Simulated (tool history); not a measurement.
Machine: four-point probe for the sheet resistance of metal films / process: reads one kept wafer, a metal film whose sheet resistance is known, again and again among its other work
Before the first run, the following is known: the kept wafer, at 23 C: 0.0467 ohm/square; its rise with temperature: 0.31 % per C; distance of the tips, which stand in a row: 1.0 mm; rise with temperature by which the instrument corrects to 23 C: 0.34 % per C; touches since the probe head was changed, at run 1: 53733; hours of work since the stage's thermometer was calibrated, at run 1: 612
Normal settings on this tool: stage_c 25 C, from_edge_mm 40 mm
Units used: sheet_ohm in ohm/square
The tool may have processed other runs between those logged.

run,day,stage_c,from_edge_mm,touches since the probe head was changed,hours of work since the stage's thermometer was calibrated,sheet_ohm
1,0,25,40,53733,612,0.04709
2,1,25,40,54482,626,0.047092
3,1.875,25,40,55141,639,0.047104
4,2.746,25,21,55792,651,0.047151
5,3.8,25,4,56583,667,0.048625
6,4.433,25,4,57057,676,0.04865
7,5.338,29,4,57738,689,0.048607
8,5.812,25,20,58093,696,0.047187
9,6.671,34,4,58737,708,0.048553
10,7.546,25,20,59393,720,0.047206
11,8.342,25,20,59990,732,0.0472
# day 9.221: new probe head fitted
12,9.5,22,20,208,748,0.047021

Here are 4 independent what-if runs from the current tool condition. What would each one return?
A,9.983,24,8,572,755,?
B,9.983,30,33,572,755,?
C,9.983,21,50,572,755,?
D,9.983,30,4,572,755,?

run,sheet_ohm
A,0.04732
B,0.04686
C,0.046967
D,0.048389
Without the tool's unlogged condition, the same runs would have read:
run,sheet_ohm
A,0.047077
B,0.046619
C,0.046725
D,0.048141

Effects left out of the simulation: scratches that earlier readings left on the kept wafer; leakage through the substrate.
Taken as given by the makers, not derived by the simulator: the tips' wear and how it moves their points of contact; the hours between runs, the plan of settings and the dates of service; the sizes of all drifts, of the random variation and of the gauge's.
